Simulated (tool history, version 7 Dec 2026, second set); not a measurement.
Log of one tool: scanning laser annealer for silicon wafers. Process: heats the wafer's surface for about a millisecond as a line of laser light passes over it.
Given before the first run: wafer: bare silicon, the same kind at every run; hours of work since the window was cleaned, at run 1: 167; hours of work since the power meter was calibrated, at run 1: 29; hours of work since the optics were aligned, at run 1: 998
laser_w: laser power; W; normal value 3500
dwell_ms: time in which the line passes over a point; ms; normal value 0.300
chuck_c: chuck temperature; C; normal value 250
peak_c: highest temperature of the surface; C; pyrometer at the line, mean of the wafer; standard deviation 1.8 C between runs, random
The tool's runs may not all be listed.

run    hour  laser_w  dwell_ms  chuck_c  hours of work since the window was cleaned  hours of work since the power meter was calibrated  hours of work since the optics were aligned  peak_c
  1     0.0     3500     0.300      250                                         167                                                  29                                          998     958
  2    80.7     3520     0.300      250                                         213                                                  75                                         1044     958
  3   150.8     3520     0.300      250                                         253                                                 115                                         1084     954
  4   197.4     3520     0.300      262                                         279                                                 142                                         1111     961
  5   278.0     3520     0.300      262                                         325                                                 188                                         1157     955
      322.3  -- window over the wafer cleaned
  6   325.4     3520     0.300      262                                           2                                                 214                                         1183     928
  7   362.1     3500     0.300      279                                          23                                                 234                                         1203     939
  8   403.6     3500     0.300      279                                          46                                                 258                                         1227     938
      415.0  -- optics aligned, line set to its width
  9   451.4     3601     0.300      250                                          71                                                 282                                           21     930
 10   529.5     3601     0.300      250                                         115                                                 327                                           65     926
 11   592.0     3500     0.300      219                                         151                                                 363                                          101     876
 12   628.5     3500     0.300      219                                         172                                                 383                                          122     873
 13   689.9     3500     0.293      250                                         207                                                 418                                          157     893
 14   735.3     3500     0.293      250                                         233                                                 444                                          183     889
 15   796.0     3221     0.300      250                                         267                                                 479                                          217     844
      833.7  -- window over the wafer cleaned, once more
 16   887.2     3221     0.300      250                                          30                                                 530                                          268     929
 17   928.5     3221     0.300      250                                          54                                                 553                                          292     929
 18   988.3     3221     0.300      250                                          88                                                 587                                          326     926
 19  1069.9     3500     0.345      250                                         135                                                 634                                          372    1023
 20  1146.7     2979     0.300      250                                         178                                                 678                                          416     866
 21  1200.1     2979     0.300      250                                         209                                                 708                                          446     867
 22  1247.7     3554     0.300      250                                         236                                                 735                                          474     967
 23  1294.0     3554     0.300      250                                         262                                                 762                                          500     963
 24  1367.5     2991     0.378      236                                         304                                                 804                                          542     918
     1449.2  -- window over the wafer cleaned
 25  1459.5     2991     0.378      236                                           6                                                 855                                          593     949
 26  1508.0     2991     0.378      236                                          33                                                 882                                          621     945
 27  1549.9     3500     0.255      246                                          57                                                 906                                          645     918
 28  1618.5     3500     0.329      250                                          97                                                 946                                          684    1004
 29  1668.1     3307     0.300      250                                         125                                                 974                                          712     931
 30  1713.6     3664     0.344      250                                         151                                                1000                                          738    1048
 31  1765.8     3500     0.217      288                                         180                                                1029                                          768     893
 32  1822.8     3500     0.217      288                                         213                                                1062                                          800     890
 33  1888.9     3500     0.217      288                                         251                                                1100                                          838     888
 34  1969.4     3323     0.300      273                                         297                                                1146                                          884     939

Expected results for the next run?
 35  2031.9     3500     0.246      279                                         332                                                1181                                          919       ?

peak_c: 904 C
With no hidden state in the tool, this same run would have given peak_c 948 C.
